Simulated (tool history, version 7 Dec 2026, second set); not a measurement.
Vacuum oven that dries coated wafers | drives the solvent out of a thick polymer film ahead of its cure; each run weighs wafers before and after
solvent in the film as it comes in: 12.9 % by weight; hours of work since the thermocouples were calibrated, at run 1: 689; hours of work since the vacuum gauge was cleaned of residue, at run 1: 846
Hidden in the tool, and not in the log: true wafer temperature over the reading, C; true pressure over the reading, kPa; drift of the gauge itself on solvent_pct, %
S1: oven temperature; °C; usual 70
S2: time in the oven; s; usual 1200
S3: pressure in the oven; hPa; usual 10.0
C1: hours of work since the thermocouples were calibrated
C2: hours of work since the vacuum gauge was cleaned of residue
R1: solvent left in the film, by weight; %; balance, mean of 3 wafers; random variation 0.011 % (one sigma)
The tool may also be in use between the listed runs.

run   hour  S1    S2    S3    C1    C2    R1
  1    0.0  70  1200  10.0   689   846  1.21
  2   39.4  70  1440  10.0   711   868  0.99
  3   92.8  70  1440  10.0   741   898  1.00
  4  150.2  70  1440  10.0   773   930  1.00
  5  226.8  70  1200   6.9   815   973  1.04
  6  285.8  71  1200   6.9   848  1006  0.90
  7  336.2  71  1200   6.9   877  1034  0.91
  8  406.3  71  1200   6.9   916  1073  0.92
  9  468.1  71  1200   6.9   950  1108  0.91
 10  511.6  56   780  34.3   975  1132  7.69
 11  559.4  58   720  10.0  1001  1159  5.87
     568.4  -- oven's thermocouples calibrated
 12  600.5  65   960  10.0    18  1180  2.63
 13  669.0  65   720  10.0    56  1219  3.52
 14  715.8  56   720  10.0    82  1245  6.27
 15  775.1  82  1620  15.8   116  1278  0.64
 16  832.1  74  1200   5.8   147  1310  0.57
     880.7  -- oven's thermocouples calibrated, once more
 17  889.4  55   720   6.4     5  1341  6.74
 18  947.2  55   720   6.4    37  1373  6.71

Forecast each of these 3 alternatives for the next run:
  A  982.5  70  1200   6.5  57  1393   ?
  B  982.5  70  1200  10.0  57  1393   ?
  C  982.5  55   720  39.5  57  1393   ?

run    R1
  A  1.15
  B  1.34
  C  8.68
Without the tool's hidden state the same runs would have given:
run    R1
  A  1.05
  B  1.23
  C  8.63
